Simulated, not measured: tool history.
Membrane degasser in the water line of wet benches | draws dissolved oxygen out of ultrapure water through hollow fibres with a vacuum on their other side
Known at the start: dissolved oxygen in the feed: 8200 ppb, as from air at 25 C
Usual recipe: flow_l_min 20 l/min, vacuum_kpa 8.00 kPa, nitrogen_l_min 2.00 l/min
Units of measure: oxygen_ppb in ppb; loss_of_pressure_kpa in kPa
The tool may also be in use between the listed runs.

Run 1, day 0.000: usual settings. Result: oxygen_ppb 138.8 ppb, loss_of_pressure_kpa 61.10 kPa.
Run 2, day 1.758: usual settings. Result: oxygen_ppb 140.1 ppb, loss_of_pressure_kpa 61.55 kPa.
Run 3, day 2.858: usual settings. Result: oxygen_ppb 138.8 ppb, loss_of_pressure_kpa 61.04 kPa.
Run 4, day 4.233: usual settings. Result: oxygen_ppb 142.5 ppb, loss_of_pressure_kpa 60.92 kPa.
Run 5, day 6.483: usual settings. Result: oxygen_ppb 141.2 ppb, loss_of_pressure_kpa 61.10 kPa.
Run 6, day 7.738: usual settings. Result: oxygen_ppb 139.4 ppb, loss_of_pressure_kpa 61.53 kPa.
Run 7, day 9.562: usual settings. Result: oxygen_ppb 142.3 ppb, loss_of_pressure_kpa 61.21 kPa.
Run 8, day 11.975: usual settings. Result: oxygen_ppb 139.3 ppb, loss_of_pressure_kpa 61.68 kPa.
Run 9, day 13.421: usual settings. Result: oxygen_ppb 140.6 ppb, loss_of_pressure_kpa 61.49 kPa.
Run 10, day 15.912: usual settings. Result: oxygen_ppb 141.0 ppb, loss_of_pressure_kpa 60.94 kPa.
Run 11, day 17.125: usual settings. Result: oxygen_ppb 142.0 ppb, loss_of_pressure_kpa 61.34 kPa.
Run 12, day 19.133: usual settings. Result: oxygen_ppb 141.9 ppb, loss_of_pressure_kpa 61.27 kPa.
Run 13, day 20.375: usual settings. Result: oxygen_ppb 141.4 ppb, loss_of_pressure_kpa 61.68 kPa.
Run 14, day 22.154: usual settings. Result: oxygen_ppb 143.4 ppb, loss_of_pressure_kpa 61.22 kPa.
Run 15, day 23.354: usual settings. Result: oxygen_ppb 139.5 ppb, loss_of_pressure_kpa 61.08 kPa.
Run 16, day 24.621: usual settings. Result: oxygen_ppb 139.3 ppb, loss_of_pressure_kpa 61.36 kPa.
Run 17, day 25.975: usual settings but flow_l_min 24 l/min, vacuum_kpa 15.47 kPa, nitrogen_l_min 1.15 l/min. Result: oxygen_ppb 608.7 ppb, loss_of_pressure_kpa 73.57 kPa.
Run 18, day 28.296: usual settings but vacuum_kpa 10.39 kPa. Result: oxygen_ppb 194.5 ppb, loss_of_pressure_kpa 61.09 kPa.
Run 19, day 29.817: usual settings but flow_l_min 27 l/min, vacuum_kpa 5.00 kPa, nitrogen_l_min 1.50 l/min. Result: oxygen_ppb 178.4 ppb, loss_of_pressure_kpa 83.04 kPa.
Run 20, day 31.196: usual settings but flow_l_min 27 l/min, vacuum_kpa 5.00 kPa, nitrogen_l_min 1.50 l/min. Result: oxygen_ppb 177.8 ppb, loss_of_pressure_kpa 83.13 kPa.
Run 21, day 32.708: usual settings but flow_l_min 19 l/min, vacuum_kpa 15.06 kPa, nitrogen_l_min 0.99 l/min. Result: oxygen_ppb 513.0 ppb, loss_of_pressure_kpa 58.65 kPa.
Run 22, day 34.608: usual settings but vacuum_kpa 9.38 kPa, nitrogen_l_min 3.35 l/min. Result: oxygen_ppb 115.5 ppb, loss_of_pressure_kpa 61.65 kPa.
Run 23, day 36.592: usual settings but vacuum_kpa 9.38 kPa, nitrogen_l_min 3.35 l/min. Result: oxygen_ppb 119.0 ppb, loss_of_pressure_kpa 61.70 kPa.
Run 24, day 37.971: usual settings but flow_l_min 12 l/min, vacuum_kpa 11.55 kPa. Result: oxygen_ppb 126.3 ppb, loss_of_pressure_kpa 36.69 kPa.
Run 25, day 39.312: usual settings but flow_l_min 12 l/min, vacuum_kpa 11.55 kPa. Result: oxygen_ppb 126.0 ppb, loss_of_pressure_kpa 37.10 kPa.
Run 26, day 41.729: usual settings but flow_l_min 12 l/min, vacuum_kpa 10.35 kPa, nitrogen_l_min 3.94 l/min. Result: oxygen_ppb 57.3 ppb, loss_of_pressure_kpa 37.01 kPa.
Run 27, day 42.888: usual settings but vacuum_kpa 7.64 kPa. Result: oxygen_ppb 135.3 ppb, loss_of_pressure_kpa 61.49 kPa.
Run 28, day 45.375: usual settings but vacuum_kpa 5.31 kPa. Result: oxygen_ppb 80.5 ppb, loss_of_pressure_kpa 61.56 kPa.
Run 29, day 47.075: usual settings but vacuum_kpa 10.40 kPa. Result: oxygen_ppb 198.5 ppb, loss_of_pressure_kpa 61.44 kPa.
Run 30, day 49.517: usual settings but flow_l_min 28 l/min, vacuum_kpa 5.97 kPa, nitrogen_l_min 5.24 l/min. Result: oxygen_ppb 152.8 ppb, loss_of_pressure_kpa 86.37 kPa.
Run 31, day 51.033: usual settings but flow_l_min 28 l/min, vacuum_kpa 5.97 kPa, nitrogen_l_min 5.24 l/min. Result: oxygen_ppb 154.1 ppb, loss_of_pressure_kpa 86.25 kPa.

Consider 5 possible next runs. They are alternatives, not a sequence: every one starts from the tool as it was left by run 31. What does each give?
Run A, day 53.388: usual settings but flow_l_min 14 l/min, vacuum_kpa 11.32 kPa, nitrogen_l_min 1.56 l/min. Result: oxygen_ppb ?, loss_of_pressure_kpa ?.
Run B, day 53.388: usual settings but flow_l_min 24 l/min. Result: oxygen_ppb ?, loss_of_pressure_kpa ?.
Run C, day 53.388: usual settings but flow_l_min 19 l/min. Result: oxygen_ppb ?, loss_of_pressure_kpa ?.
Run D, day 53.388: usual settings but flow_l_min 13 l/min, vacuum_kpa 5.97 kPa, nitrogen_l_min 5.24 l/min. Result: oxygen_ppb ?, loss_of_pressure_kpa ?.
Run E, day 53.388: usual settings but vacuum_kpa 4.93 kPa, nitrogen_l_min 2.15 l/min. Result: oxygen_ppb ?, loss_of_pressure_kpa ?.

run  oxygen_ppb  loss_of_pressure_kpa
  A       179.2                 43.57
  B       199.2                 73.98
  C       132.9                 58.75
  D        20.6                 39.87
  E        69.1                 62.03
Had the tool no hidden state, the same runs would have come out as:
run  oxygen_ppb  loss_of_pressure_kpa
  A       171.5                 42.76
  B       187.9                 72.61
  C       125.4                 57.66
  D        18.7                 39.13
  E        62.3                 60.88
